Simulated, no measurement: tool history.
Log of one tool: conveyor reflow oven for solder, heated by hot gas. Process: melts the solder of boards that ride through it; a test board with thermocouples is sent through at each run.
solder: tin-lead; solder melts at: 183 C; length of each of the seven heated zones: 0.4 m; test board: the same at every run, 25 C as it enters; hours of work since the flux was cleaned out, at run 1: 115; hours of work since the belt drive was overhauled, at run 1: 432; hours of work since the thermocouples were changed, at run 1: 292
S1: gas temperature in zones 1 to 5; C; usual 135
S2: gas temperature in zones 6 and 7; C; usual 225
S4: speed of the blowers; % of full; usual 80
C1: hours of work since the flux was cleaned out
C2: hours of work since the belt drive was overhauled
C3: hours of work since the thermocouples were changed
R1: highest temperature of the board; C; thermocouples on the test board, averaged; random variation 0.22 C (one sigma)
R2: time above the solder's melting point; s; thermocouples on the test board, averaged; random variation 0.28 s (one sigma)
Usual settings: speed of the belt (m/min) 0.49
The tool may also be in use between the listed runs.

{"run": 1, "day": 0.0, "S1": 135, "S2": 225, "speed of the belt (m/min)": 0.49, "S4": 80, "C1": 115, "C2": 432, "C3": 292, "R1": 210.5, "R2": 66.1}
{"run": 2, "day": 1.346, "S1": 135, "S2": 225, "speed of the belt (m/min)": 0.49, "S4": 80, "C1": 134, "C2": 452, "C3": 311, "R1": 210.2, "R2": 66}
{"run": 3, "day": 2.633, "S1": 134, "S2": 225, "speed of the belt (m/min)": 0.49, "S4": 80, "C1": 153, "C2": 471, "C3": 330, "R1": 209.6, "R2": 65}
{"run": 4, "day": 3.925, "S1": 134, "S2": 225, "speed of the belt (m/min)": 0.49, "S4": 80, "C1": 172, "C2": 490, "C3": 349, "R1": 210, "R2": 64.7}
{"day": 5.025, "done": "flux residue cleaned out of gas plates and filters"}
{"run": 5, "day": 5.175, "S1": 134, "S2": 225, "speed of the belt (m/min)": 0.49, "S4": 80, "C1": 2, "C2": 505, "C3": 364, "R1": 210.4, "R2": 66.4}
{"run": 6, "day": 6.758, "S1": 134, "S2": 225, "speed of the belt (m/min)": 0.49, "S4": 80, "C1": 25, "C2": 528, "C3": 387, "R1": 210.7, "R2": 66}
{"run": 7, "day": 7.775, "S1": 134, "S2": 225, "speed of the belt (m/min)": 0.49, "S4": 80, "C1": 40, "C2": 543, "C3": 402, "R1": 210.8, "R2": 66.3}
{"run": 8, "day": 9.425, "S1": 134, "S2": 225, "speed of the belt (m/min)": 0.49, "S4": 80, "C1": 64, "C2": 567, "C3": 426, "R1": 210.5, "R2": 65.9}
{"run": 9, "day": 10.971, "S1": 134, "S2": 225, "speed of the belt (m/min)": 0.49, "S4": 80, "C1": 87, "C2": 589, "C3": 449, "R1": 210, "R2": 65.8}
{"run": 10, "day": 12.296, "S1": 135, "S2": 228, "speed of the belt (m/min)": 0.49, "S4": 50, "C1": 106, "C2": 608, "C3": 468, "R1": 203.8, "R2": 53.6}
{"run": 11, "day": 13.117, "S1": 135, "S2": 228, "speed of the belt (m/min)": 0.49, "S4": 50, "C1": 118, "C2": 620, "C3": 480, "R1": 204.1, "R2": 53.9}

Hidden state at the last listed run before each entry between runs and at the first one after, where it differs:
Between runs 4 and 5: flux residue cleaned out of gas plates and filters (day 5.025)
  heat that the gas passes to the board, % of a clean oven's: 95.4 -> 99.6; belt's true speed, % of the reading: 99.24 -> 99.22; true gas temperature in zones 6 and 7 over the reading, C: -1.09 -> -1.14
  measured less the result without the state, R1: -1.8 -> -0.9 C; R2: -2 -> -0.4 s
